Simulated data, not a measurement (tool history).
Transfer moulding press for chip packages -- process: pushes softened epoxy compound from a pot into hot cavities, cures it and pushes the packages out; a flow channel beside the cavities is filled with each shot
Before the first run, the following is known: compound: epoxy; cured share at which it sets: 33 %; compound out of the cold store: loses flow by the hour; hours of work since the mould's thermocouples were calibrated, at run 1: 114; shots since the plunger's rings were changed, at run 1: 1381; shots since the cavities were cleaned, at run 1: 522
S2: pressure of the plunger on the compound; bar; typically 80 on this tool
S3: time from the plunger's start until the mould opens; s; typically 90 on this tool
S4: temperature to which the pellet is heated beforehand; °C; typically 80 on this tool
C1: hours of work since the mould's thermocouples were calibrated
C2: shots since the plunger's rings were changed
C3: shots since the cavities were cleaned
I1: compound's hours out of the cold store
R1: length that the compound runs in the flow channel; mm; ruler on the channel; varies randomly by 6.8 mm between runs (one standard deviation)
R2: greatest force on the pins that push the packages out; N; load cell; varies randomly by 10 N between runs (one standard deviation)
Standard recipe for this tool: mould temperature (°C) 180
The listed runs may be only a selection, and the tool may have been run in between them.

run 1 hour=0 | mould_temperature_(°C)=180 S2=80 S3=90 S4=80 | C1=114 C2=1381 C3=522 | I1=43.6 | R1=655 R2=844
run 2 hour=12.1 | mould_temperature_(°C)=180 S2=80 S3=90 S4=80 | C1=119 C2=1494 C3=635 | I1=25.4 | R1=717 R2=939
-- hour=22.3 cavities cleaned with cleaning compound and waxed
run 3 hour=30.8 | mould_temperature_(°C)=180 S2=80 S3=90 S4=80 | C1=127 C2=1656 C3=80 | I1=10.7 | R1=774 R2=639
run 4 hour=47.3 | mould_temperature_(°C)=180 S2=80 S3=90 S4=80 | C1=135 C2=1811 C3=235 | I1=14.3 | R1=749 R2=817
run 5 hour=65.5 | mould_temperature_(°C)=180 S2=80 S3=90 S4=80 | C1=143 C2=1982 C3=406 | I1=30.5 | R1=682 R2=860
run 6 hour=79 | mould_temperature_(°C)=185 S2=80 S3=90 S4=80 | C1=149 C2=2109 C3=533 | I1=28.4 | R1=690 R2=664
run 7 hour=88.8 | mould_temperature_(°C)=185 S2=80 S3=90 S4=80 | C1=154 C2=2201 C3=625 | I1=37.6 | R1=653 R2=679
-- hour=100.1 cavities cleaned with cleaning compound and waxed
run 8 hour=102.3 | mould_temperature_(°C)=185 S2=80 S3=90 S4=74 | C1=159 C2=2313 C3=20 | I1=13.8 | R1=738 R2=374
run 9 hour=113.1 | mould_temperature_(°C)=185 S2=80 S3=90 S4=74 | C1=164 C2=2415 C3=122 | I1=40.9 | R1=631 R2=469
run 10 hour=131.3 | mould_temperature_(°C)=178 S2=63.7 S3=90 S4=72 | C1=173 C2=2587 C3=294 | I1=9.1 | R1=671 R2=1051
run 11 hour=144.4 | mould_temperature_(°C)=180 S2=80 S3=90 S4=88 | C1=179 C2=2709 C3=416 | I1=20.4 | R1=728 R2=871
run 12 hour=160.1 | mould_temperature_(°C)=180 S2=80 S3=102 S4=88 | C1=186 C2=2856 C3=563 | I1=30.1 | R1=682 R2=700
run 13 hour=168.4 | mould_temperature_(°C)=180 S2=70 S3=76 S4=88 | C1=190 C2=2935 C3=642 | I1=25.9 | R1=642 R2=1394
-- hour=178.2 cavities cleaned with cleaning compound and waxed
run 14 hour=184.7 | mould_temperature_(°C)=180 S2=88.8 S3=124 S4=86 | C1=196 C2=3074 C3=61 | I1=14.4 | R1=779 R2=341
run 15 hour=199.6 | mould_temperature_(°C)=180 S2=88.8 S3=124 S4=86 | C1=203 C2=3213 C3=200 | I1=18 | R1=760 R2=426
run 16 hour=212 | mould_temperature_(°C)=181 S2=62.2 S3=90 S4=80 | C1=209 C2=3330 C3=317 | I1=14.5 | R1=633 R2=802
run 17 hour=226.2 | mould_temperature_(°C)=181 S2=62.2 S3=90 S4=80 | C1=215 C2=3464 C3=451 | I1=23.5 | R1=620 R2=850
run 18 hour=243.6 | mould_temperature_(°C)=185 S2=80 S3=102 S4=80 | C1=223 C2=3627 C3=614 | I1=33.6 | R1=648 R2=611

Branching from run 18: 3 alternative next runs. What would each branch give?
-- hour=256 cavities cleaned with cleaning compound and waxed
run A hour=257 | mould_temperature_(°C)=180 S2=65.8 S3=101 S4=80 | C1=229 C2=3739 C3=10 | I1=15.1 | R1=? R2=?
-- hour=256 cavities cleaned with cleaning compound and waxed
run B hour=257 | mould_temperature_(°C)=175 S2=80 S3=84 S4=80 | C1=229 C2=3739 C3=10 | I1=39.9 | R1=? R2=?
-- hour=256 cavities cleaned with cleaning compound and waxed
run C hour=257 | mould_temperature_(°C)=180 S2=72.9 S3=73 S4=80 | C1=229 C2=3739 C3=10 | I1=22.6 | R1=? R2=?

run=A R1=654 R2=392
run=B R1=644 R2=772
run=C R1=652 R2=853
With the hidden condition removed and each run's random variation left untouched, the same runs would have given:
run=A R1=706 R2=372
run=B R1=694 R2=733
run=C R1=704 R2=810

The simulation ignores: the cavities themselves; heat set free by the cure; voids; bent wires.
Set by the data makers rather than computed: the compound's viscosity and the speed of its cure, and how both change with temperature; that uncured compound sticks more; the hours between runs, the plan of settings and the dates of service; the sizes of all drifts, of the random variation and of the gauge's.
